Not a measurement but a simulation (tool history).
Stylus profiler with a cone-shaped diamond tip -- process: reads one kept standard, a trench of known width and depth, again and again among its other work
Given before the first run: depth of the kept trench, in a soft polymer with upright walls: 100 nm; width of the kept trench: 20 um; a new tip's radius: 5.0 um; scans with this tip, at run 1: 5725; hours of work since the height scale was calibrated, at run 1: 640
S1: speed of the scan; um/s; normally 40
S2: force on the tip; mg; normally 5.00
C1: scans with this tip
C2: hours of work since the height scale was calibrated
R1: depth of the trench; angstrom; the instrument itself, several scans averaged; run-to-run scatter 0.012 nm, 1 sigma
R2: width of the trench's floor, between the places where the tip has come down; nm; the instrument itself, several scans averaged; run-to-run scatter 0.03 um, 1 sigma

run	day	S1	S2	C1	C2	R1	R2
1	0.000	40	5.00	5725	640	1010.4	16920
2	1.325	40	5.00	5879	657	1010.2	16860
3	2.496	40	4.99	6015	673	1010.3	16870
4	3.179	40	4.99	6094	681	1010.3	16840
5	4.488	40	5.00	6245	698	1010.1	16800
6	5.400	40	5.00	6351	710	1010.1	16760
7	6.779	40	5.00	6511	728	1010.5	16780
8	7.671	40	5.00	6614	740	1010.3	16770
9	8.658	40	5.00	6729	752	1010.3	16680
10	10.038	40	5.00	6888	770	1010.0	16690
11	11.100	13	4.23	7012	784	1008.8	16750
12	12.192	40	4.78	7138	798	1009.6	16680
13	13.283	40	4.78	7265	812	1010.0	16640
14	14.425	40	8.97	7397	827	1015.6	16650
15	15.112	135	5.49	7477	836	1010.8	16360
16	16.275	53	5.14	7612	851	1010.5	16650
17	17.146	53	5.14	7712	862	1010.3	16500
18	18.100	53	5.14	7823	875	1010.3	16560

Measured result minus the same run's result without the hidden state. Both carry the same run-to-run variation, though not necessarily the same gauge scatter:
The hidden state here: radius of the tip, um; height scale over the true one, %; drift of the gauge itself on depth_nm, %; drift of the gauge itself on floor_um, %.
run	R1	R2
1	-1.0	-1020
2	-1.1	-1040
3	-1.1	-1060
4	-1.2	-1080
5	-1.2	-1100
6	-1.2	-1120
7	-1.2	-1140
8	-1.2	-1150
9	-1.3	-1170
10	-1.3	-1190
11	-1.3	-1210
12	-1.4	-1220
13	-1.4	-1230
14	-1.4	-1260
15	-1.4	-1260
16	-1.5	-1290
17	-1.5	-1300
18	-1.4	-1310
